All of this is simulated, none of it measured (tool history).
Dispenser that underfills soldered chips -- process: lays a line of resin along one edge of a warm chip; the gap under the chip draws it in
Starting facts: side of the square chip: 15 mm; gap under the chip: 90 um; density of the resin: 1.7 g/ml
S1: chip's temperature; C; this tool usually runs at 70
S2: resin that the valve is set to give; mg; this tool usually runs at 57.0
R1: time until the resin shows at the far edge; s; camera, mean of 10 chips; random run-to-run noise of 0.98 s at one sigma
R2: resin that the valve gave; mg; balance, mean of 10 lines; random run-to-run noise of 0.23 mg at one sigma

run	hour	S1	S2	R1	R2
1	0.0	70	57.0	153.1	55.85
# hour 3.7: new syringe of resin
2	3.7	70	73.3	93.1	72.05
3	7.9	70	73.3	113.2	71.28
4	13.7	70	73.3	143.1	71.50
5	17.6	70	73.3	166.6	71.10
# hour 19.0: new syringe of resin
6	25.9	70	71.6	121.9	69.54
# hour 33.9: new syringe of resin
7	33.9	70	57.0	95.8	55.18
8	38.1	70	57.0	114.0	55.02
9	45.9	70	52.5	157.1	50.68
# hour 49.0: new syringe of resin
10	52.0	70	52.5	109.6	50.46
11	59.9	70	52.5	153.2	50.42
# hour 64.2: new syringe of resin
12	64.2	70	52.5	98.7	50.36
13	70.4	68	50.9	136.2	48.77
14	74.2	68	50.9	162.8	48.96
# hour 79.3: new syringe of resin
15	81.3	83	59.7	66.4	56.73
16	88.0	55	72.5	236.9	68.88
# hour 94.5: new syringe of resin
17	95.8	76	53.5	85.3	51.32
18	102.6	83	71.3	86.9	67.31
# hour 104.8: dispensing valve cleaned and set on the balance
# hour 110.6: new syringe of resin
19	110.6	73	48.8	88.0	48.95

Consider 3 possible next runs. They are alternatives, not a sequence: every one starts from the tool as it was left by run 19. What does each give?
A	116.7	59	58.1	?	?
B	116.7	73	64.7	?	?
C	116.7	58	65.7	?	?

run	R1	R2
A	186.9	57.94
B	108.0	64.99
C	185.4	65.45
The same runs, with their run-to-run variation unchanged, on a tool lacking any hidden condition would have given:
run	R1	R2
A	141.5	58.03
B	82.0	65.08
C	140.3	65.55
